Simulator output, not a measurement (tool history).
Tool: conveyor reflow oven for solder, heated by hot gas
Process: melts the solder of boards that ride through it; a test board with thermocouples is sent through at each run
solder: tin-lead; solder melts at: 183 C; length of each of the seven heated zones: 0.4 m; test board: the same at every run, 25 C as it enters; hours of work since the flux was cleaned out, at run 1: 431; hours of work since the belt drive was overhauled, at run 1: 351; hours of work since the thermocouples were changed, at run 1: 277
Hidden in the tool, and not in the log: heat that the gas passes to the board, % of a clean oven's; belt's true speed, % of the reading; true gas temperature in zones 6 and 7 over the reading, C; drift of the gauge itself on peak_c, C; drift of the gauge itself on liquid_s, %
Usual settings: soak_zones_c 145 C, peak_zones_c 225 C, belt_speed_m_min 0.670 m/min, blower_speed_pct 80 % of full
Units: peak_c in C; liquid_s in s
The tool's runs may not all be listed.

run   hour  soak_zones_c  peak_zones_c  belt_speed_m_min  blower_speed_pct  hours of work since the flux was cleaned out  hours of work since the belt drive was overhauled  hours of work since the thermocouples were changed  peak_c  liquid_s
  1    0.0           145           225             0.670                80                                           431                                                351                                                 277   214.3      55.4
  2   16.7           145           225             0.670                80                                           441                                                360                                                 287   214.4      55.3
  3   32.9           145           225             0.670                80                                           450                                                370                                                 296   214.2      55.1
  4   43.8           145           225             0.670                80                                           456                                                376                                                 302   214.2      55.2
  5   59.9           145           225             0.670                80                                           466                                                385                                                 311   214.2      55.2
  6   77.2           145           225             0.670                80                                           476                                                395                                                 321   214.3      54.8
      95.5  -- flux residue cleaned out of gas plates and filters
  7   96.9           145           225             0.670                80                                             1                                                404                                                 330   215.6      56.4
  8  113.5           145           225             0.670                80                                            10                                                413                                                 339   215.6      57.0
  9  122.4           145           225             0.761                80                                            15                                                418                                                 344   212.4      46.9
 10  133.9           145           225             0.761                88                                            22                                                425                                                 351   214.2      48.3
 11  147.1           145           225             0.761                88                                            30                                                432                                                 358   214.3      48.6
 12  163.5           145           217             0.614                89                                            39                                                442                                                 368   211.3      60.1
 13  179.8           145           217             0.614                89                                            48                                                451                                                 377   211.5      60.2
 14  187.7           131           218             0.712                64                                            53                                                455                                                 382   201.5      34.7
 15  200.2           136           218             0.633                50                                            60                                                463                                                 389   201.1      39.1
 16  214.1           136           218             0.633                50                                            68                                                471                                                 397   201.0      39.4
 17  231.3           145           214             0.609                89                                            78                                                480                                                 407   208.7      58.8
 18  239.8           142           225             0.670                80                                            83                                                485                                                 412   215.4      55.4
 19  250.2           145           217             0.670                80                                            88                                                491                                                 417   208.6      51.2
 20  257.9           145           217             0.584                80                                            93                                                496                                                 422   211.1      62.8

Hidden state at the last listed run before each entry between runs and at the first one after, where it differs:
Between runs 6 and 7: flux residue cleaned out of gas plates and filters (hour 95.5)
  heat that the gas passes to the board, % of a clean oven's: 93 -> 99.9; belt's true speed, % of the reading: 99.39 -> 99.37; true gas temperature in zones 6 and 7 over the reading, C: 0.66 -> 0.69
  measured less the result without the state, peak_c: -0.7 -> +0.7 C; liquid_s: -0.6 -> +0.8 s

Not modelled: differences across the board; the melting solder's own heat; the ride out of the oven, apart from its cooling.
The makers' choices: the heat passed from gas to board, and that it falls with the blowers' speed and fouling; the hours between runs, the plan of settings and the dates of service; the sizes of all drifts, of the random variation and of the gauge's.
